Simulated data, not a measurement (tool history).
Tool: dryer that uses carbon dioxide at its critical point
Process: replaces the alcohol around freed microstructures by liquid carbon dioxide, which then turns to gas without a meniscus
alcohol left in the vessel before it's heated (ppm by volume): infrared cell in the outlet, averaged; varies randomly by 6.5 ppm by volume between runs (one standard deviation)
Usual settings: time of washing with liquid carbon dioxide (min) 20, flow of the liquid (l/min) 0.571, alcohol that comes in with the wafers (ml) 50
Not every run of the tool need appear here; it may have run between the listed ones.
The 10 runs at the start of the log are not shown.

run     day  time of washing with liquid carbon dioxide (min)  flow of the liquid (l/min)  alcohol that comes in with the wafers (ml)  hours of work since the filter was changed  hours of work since the purifier's bed was changed  alcohol left in the vessel before it's heated (ppm by volume)
 11  11.879                                                20                       0.571                                          25                                         547                                                 376                                                            375
 12  13.196                                                20                       0.571                                          62                                         564                                                 393                                                            695
 13  14.029                                                20                       0.571                                          50                                         576                                                 404                                                            599
 14  15.338                                                12                       0.571                                          50                                         593                                                 422                                                           2358
     15.758  -- inlet filter changed
 15  16.246                                                12                       0.571                                          50                                           6                                                 433                                                           1899
 16  16.992                                                12                       0.571                                          50                                          16                                                 443                                                           1849
 17  18.125                                                28                       0.373                                          28                                          31                                                 458                                                            415
 18    19.6                                                28                       0.373                                          28                                          51                                                 478                                                            430
 19  20.775                                                18                       0.373                                          21                                          67                                                 493                                                            979
 20  21.925                                                27                        0.38                                          45                                          82                                                 509                                                            657
 21  22.742                                                20                       0.479                                          41                                          93                                                 520                                                            719
 22  23.979                                                20                       0.639                                          28                                         109                                                 536                                                            297
 23    24.7                                                19                       0.802                                          28                                         119                                                 546                                                            246
 24  25.758                                                19                       0.802                                          28                                         133                                                 560                                                            235
 25  26.438                                                20                       0.573                                          65                                         142                                                 569                                                            609
 26  27.879                                                29                         0.4                                          65                                         161                                                 588                                                            622
 27  28.838                                                29                         0.4                                          65                                         174                                                 601                                                            634
 28  30.083                                                19                       0.571                                          33                                         190                                                 617                                                            485
 29  31.629                                                19                       0.571                                          33                                         211                                                 638                                                            507
 30  32.317                                                19                       0.571                                          33                                         220                                                 647                                                            501

Consider 3 possible next runs. They are alternatives, not a sequence: every one starts from the tool as it was left by run 30. What does each give?
  A  33.096                                                27                        0.46                                          33                                         230                                                 657                                                              ?
  B  33.096                                                16                       0.653                                          50                                         230                                                 657                                                              ?
  C  33.096                                                20                       0.687                                          50                                         230                                                 657                                                              ?

run  alcohol left in the vessel before it's heated (ppm by volume)
  A                                                            396
  B                                                            703
  C                                                            361
Stripped of hidden state, with their random variation kept, the same runs would have yielded:
run  alcohol left in the vessel before it's heated (ppm by volume)
  A                                                            127
  B                                                            391
  C                                                            101

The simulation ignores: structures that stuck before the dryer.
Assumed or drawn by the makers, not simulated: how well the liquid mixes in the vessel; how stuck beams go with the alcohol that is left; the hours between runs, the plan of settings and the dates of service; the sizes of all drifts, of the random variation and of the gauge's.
